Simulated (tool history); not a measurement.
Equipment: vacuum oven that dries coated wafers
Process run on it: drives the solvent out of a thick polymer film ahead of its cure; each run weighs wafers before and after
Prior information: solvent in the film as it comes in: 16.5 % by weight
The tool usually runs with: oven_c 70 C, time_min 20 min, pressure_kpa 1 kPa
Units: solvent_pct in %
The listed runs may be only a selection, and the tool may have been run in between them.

run 1 hour=0 | oven_c=70 time_min=20 pressure_kpa=1 | solvent_pct=3.95
run 2 hour=28.3 | oven_c=70 time_min=20 pressure_kpa=1 | solvent_pct=4.01
run 3 hour=53.7 | oven_c=70 time_min=20 pressure_kpa=1 | solvent_pct=4
run 4 hour=75.3 | oven_c=70 time_min=20 pressure_kpa=1 | solvent_pct=3.97
run 5 hour=97.1 | oven_c=70 time_min=20 pressure_kpa=1 | solvent_pct=3.95
run 6 hour=125.1 | oven_c=70 time_min=20 pressure_kpa=1 | solvent_pct=3.92
run 7 hour=154.2 | oven_c=70 time_min=20 pressure_kpa=1 | solvent_pct=3.94
run 8 hour=169.8 | oven_c=70 time_min=20 pressure_kpa=1 | solvent_pct=3.93
run 9 hour=188.5 | oven_c=70 time_min=20 pressure_kpa=3.81 | solvent_pct=5.9
run 10 hour=205.7 | oven_c=70 time_min=34 pressure_kpa=1 | solvent_pct=2.19
run 11 hour=237.4 | oven_c=70 time_min=34 pressure_kpa=1 | solvent_pct=2.04
run 12 hour=252.1 | oven_c=70 time_min=34 pressure_kpa=1 | solvent_pct=2.06
run 13 hour=272 | oven_c=70 time_min=34 pressure_kpa=1 | solvent_pct=2.09
run 14 hour=286 | oven_c=70 time_min=34 pressure_kpa=1 | solvent_pct=2.06
run 15 hour=300.2 | oven_c=70 time_min=32 pressure_kpa=0.66 | solvent_pct=1.98
run 16 hour=330.8 | oven_c=70 time_min=32 pressure_kpa=0.66 | solvent_pct=2
run 17 hour=361.5 | oven_c=57 time_min=12 pressure_kpa=1.43 | solvent_pct=10.94
run 18 hour=384.2 | oven_c=72 time_min=14 pressure_kpa=1.64 | solvent_pct=5.05
run 19 hour=412.2 | oven_c=72 time_min=14 pressure_kpa=1.64 | solvent_pct=4.98
run 20 hour=438.9 | oven_c=70 time_min=20 pressure_kpa=0.8 | solvent_pct=3.67
run 21 hour=452.7 | oven_c=70 time_min=20 pressure_kpa=0.8 | solvent_pct=3.77
run 22 hour=480.3 | oven_c=65 time_min=20 pressure_kpa=0.63 | solvent_pct=5.59
run 23 hour=510.9 | oven_c=65 time_min=20 pressure_kpa=0.63 | solvent_pct=5.64
run 24 hour=525.8 | oven_c=79 time_min=20 pressure_kpa=0.63 | solvent_pct=1.18

Forecast each of these 5 alternatives for the next run:
run A hour=543.4 | oven_c=70 time_min=15 pressure_kpa=1.64 | solvent_pct=?
run B hour=543.4 | oven_c=57 time_min=20 pressure_kpa=1.21 | solvent_pct=?
run C hour=543.4 | oven_c=57 time_min=20 pressure_kpa=3.34 | solvent_pct=?
run D hour=543.4 | oven_c=70 time_min=22 pressure_kpa=3.67 | solvent_pct=?
run E hour=543.4 | oven_c=70 time_min=17 pressure_kpa=1.98 | solvent_pct=?

run=A solvent_pct=5.5
run=B solvent_pct=9.22
run=C solvent_pct=10.9
run=D solvent_pct=5.37
run=E solvent_pct=5.2
With no hidden state in the tool, these same runs would have given:
run=A solvent_pct=5.5
run=B solvent_pct=9.14
run=C solvent_pct=10.82
run=D solvent_pct=5.33
run=E solvent_pct=5.18
